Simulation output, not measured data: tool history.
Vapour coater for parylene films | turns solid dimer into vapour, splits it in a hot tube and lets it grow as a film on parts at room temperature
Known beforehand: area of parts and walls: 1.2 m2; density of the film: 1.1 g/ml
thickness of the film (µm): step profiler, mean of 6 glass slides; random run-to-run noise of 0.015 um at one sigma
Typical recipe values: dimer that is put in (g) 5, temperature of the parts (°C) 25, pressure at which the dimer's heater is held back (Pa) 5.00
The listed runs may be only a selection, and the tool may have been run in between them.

| run | hour | dimer that is put in (g) | temperature of the parts (°C) | pressure at which the dimer's heater is held back (Pa) | thickness of the film (µm) |
|---|---|---|---|---|---|
| 1 | 0.0 | 5 | 25 | 5.00 | 1.69 |
| 2 | 7.1 | 5 | 25 | 5.00 | 1.69 |
| 3 | 20.9 | 5 | 25 | 5.00 | 1.69 |
| 4 | 27.3 | 5 | 25 | 5.00 | 1.67 |
| 5 | 37.6 | 5 | 25 | 5.00 | 1.66 |
| 6 | 52.9 | 5 | 25 | 5.00 | 1.69 |
| 7 | 59.2 | 5 | 25 | 5.00 | 1.67 |
| 8 | 71.3 | 5 | 34 | 5.00 | 1.19 |
| 9 | 80.2 | 5 | 25 | 5.00 | 1.67 |
| 10 | 89.3 | 5 | 25 | 5.00 | 1.68 |
| 11 | 97.2 | 2 | 31 | 5.00 | 0.52 |
| 12 | 110.9 | 2 | 31 | 5.00 | 0.52 |
| 13 | 122.2 | 2 | 31 | 5.00 | 0.54 |
| 14 | 130.8 | 5 | 23 | 7.86 | 1.69 |
| 15 | 140.8 | 5 | 25 | 7.96 | 1.54 |
| 16 | 151.3 | 5 | 25 | 7.96 | 1.53 |
| 17 | 165.5 | 4 | 25 | 3.17 | 1.43 |
| 18 | 176.8 | 6 | 26 | 3.17 | 2.04 |
| 19 | 186.4 | 6 | 25 | 5.00 | 1.98 |
| 20 | 195.6 | 6 | 19 | 5.00 | 2.50 |

Some steps in thickness of the film (µm) between neighbouring runs. How much of each would the tool show without its hidden state too (settings, what came in, random variation), and how much is left for the hidden state, with any gauge scatter that isn't in both results?
Unlogged tool condition in this case: vapour lost through the trap's worn valve, %; true temperature of the parts over the reading, C; drift of the gauge itself on film_um, %.
Run 10 -> 11: dimer that is put in (g) 5 -> 2, temperature of the parts (°C) 25 -> 31. thickness of the film (µm) -1.16: hidden state +0.09, all else -1.25.
Run 13 -> 14: dimer that is put in (g) 2 -> 5, temperature of the parts (°C) 31 -> 23, pressure at which the dimer's heater is held back (Pa) 5.00 -> 7.86. thickness of the film (µm) +1.15: hidden state -0.10, all else +1.25.
